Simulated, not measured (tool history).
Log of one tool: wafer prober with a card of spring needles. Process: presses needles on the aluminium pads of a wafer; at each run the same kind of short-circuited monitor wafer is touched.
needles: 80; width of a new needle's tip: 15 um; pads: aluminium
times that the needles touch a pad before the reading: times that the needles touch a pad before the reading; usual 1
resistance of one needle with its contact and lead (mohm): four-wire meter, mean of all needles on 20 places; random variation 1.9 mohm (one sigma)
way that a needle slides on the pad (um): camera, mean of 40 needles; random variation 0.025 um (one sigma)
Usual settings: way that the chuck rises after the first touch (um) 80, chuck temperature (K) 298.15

| run | hour | way that the chuck rises after the first touch (um) | chuck temperature (K) | times that the needles touch a pad before the reading | resistance of one needle with its contact and lead (mohm) | way that a needle slides on the pad (um) |
|---|---|---|---|---|---|---|
| 1 | 0.0 | 80 | 298.15 | 1 | 224 | 16.05 |
| 2 | 4.7 | 80 | 298.15 | 2 | 221 | 16.02 |
|  | 7.1 | tips cleaned on abrasive film |
| 3 | 9.1 | 80 | 298.15 | 3 | 216 | 16.01 |
| 4 | 15.9 | 80 | 298.15 | 1 | 239 | 15.98 |
|  | 17.1 | tips cleaned on abrasive film |
| 5 | 25.1 | 80 | 298.15 | 1 | 238 | 15.97 |
|  | 27.5 | tips cleaned on abrasive film |
| 6 | 34.1 | 66 | 298.15 | 1 | 255 | 13.17 |
|  | 36.5 | tips cleaned on abrasive film, once more |
| 7 | 40.6 | 80 | 298.15 | 3 | 208 | 15.93 |
|  | 46.7 | tips cleaned on abrasive film |
| 8 | 47.4 | 80 | 336.15 | 3 | 208 | 15.97 |
| 9 | 55.4 | 80 | 336.15 | 3 | 217 | 15.92 |
|  | 57.0 | tips cleaned on abrasive film |
| 10 | 63.8 | 80 | 298.15 | 1 | 237 | 15.89 |
|  | 67.3 | tips cleaned on abrasive film |
| 11 | 73.2 | 80 | 298.15 | 1 | 237 | 15.89 |
|  | 77.3 | tips cleaned on abrasive film |
| 12 | 81.1 | 80 | 298.15 | 1 | 228 | 15.88 |
|  | 87.7 | tips cleaned on abrasive film |
| 13 | 91.1 | 80 | 298.15 | 1 | 228 | 15.85 |
| 14 | 95.5 | 80 | 298.15 | 1 | 236 | 15.88 |
|  | 98.1 | tips cleaned on abrasive film |
| 15 | 100.3 | 80 | 298.15 | 1 | 225 | 15.82 |
|  | 108.2 | tips cleaned on abrasive film |
| 16 | 109.5 | 80 | 298.15 | 1 | 209 | 15.88 |
| 17 | 116.8 | 80 | 358.15 | 1 | 248 | 15.82 |
|  | 118.3 | tips cleaned on abrasive film |
| 18 | 122.5 | 80 | 358.15 | 1 | 243 | 15.81 |
|  | 128.2 | tips cleaned on abrasive film |
| 19 | 128.6 | 80 | 358.15 | 1 | 225 | 15.82 |
| 20 | 137.9 | 80 | 358.15 | 1 | 254 | 15.81 |
|  | 138.5 | tips cleaned on abrasive film |
| 21 | 145.7 | 80 | 347.15 | 1 | 247 | 15.76 |
|  | 148.7 | tips cleaned on abrasive film |
| 22 | 156.0 | 69 | 305.15 | 2 | 231 | 13.55 |
|  | 158.6 | tips cleaned on abrasive film |
| 23 | 164.6 | 69 | 386.15 | 2 | 247 | 13.55 |
|  | 169.0 | tips cleaned on abrasive film |
| 24 | 169.8 | 69 | 386.15 | 2 | 228 | 13.58 |
| 25 | 177.8 | 69 | 383.15 | 1 | 267 | 13.55 |
|  | 179.5 | tips cleaned on abrasive film |
| 26 | 187.2 | 80 | 356.15 | 1 | 248 | 15.71 |
|  | 189.8 | tips cleaned on abrasive film |
| 27 | 197.1 | 80 | 313.15 | 2 | 225 | 15.70 |
|  | 200.0 | tips cleaned on abrasive film |
| 28 | 207.5 | 80 | 313.15 | 2 | 225 | 15.72 |
|  | 210.7 | tips cleaned on abrasive film |
| 29 | 217.3 | 80 | 313.15 | 2 | 220 | 15.70 |
|  | 220.6 | tips cleaned on abrasive film |
| 30 | 227.7 | 72 | 326.15 | 2 | 236 | 14.06 |
|  | 231.2 | tips cleaned on abrasive film |
| 31 | 233.5 | 95 | 298.15 | 3 | 203 | 18.66 |
| 32 | 239.3 | 95 | 298.15 | 3 | 205 | 18.68 |
|  | 241.8 | tips cleaned on abrasive film |
| 33 | 249.7 | 80 | 318.15 | 1 | 244 | 15.65 |

Hidden state or all else? Some run-to-run changes of resistance of one needle with its contact and lead (mohm), split into what the settings, what came in and random variation would give without the hidden state, and what is left for the hidden state (with any gauge scatter that isn't in both results):
The hidden state here: debris on the tips, nm; way that the needles fall short of the set height, um; tips' diameter, um; drift of the gauge itself on contact_mohm, %; drift of the gauge itself on scrub_um, %.
Run 6 -> 7: way that the chuck rises after the first touch (um) 66 -> 80, times that the needles touch a pad before the reading 1 -> 3, tips cleaned on abrasive film, once more. resistance of one needle with its contact and lead (mohm) -47: hidden state -45, all else -2.
Run 16 -> 17: chuck temperature (K) 298.15 -> 358.15. resistance of one needle with its contact and lead (mohm) +39: hidden state +24, all else +15.
Run 24 -> 25: chuck temperature (K) 386.15 -> 383.15, times that the needles touch a pad before the reading 2 -> 1. resistance of one needle with its contact and lead (mohm) +39: hidden state +40, all else -1.
Run 32 -> 33: way that the chuck rises after the first touch (um) 95 -> 80, chuck temperature (K) 298.15 -> 318.15, times that the needles touch a pad before the reading 3 -> 1, tips cleaned on abrasive film. resistance of one needle with its contact and lead (mohm) +39: hidden state +32, all else +7.
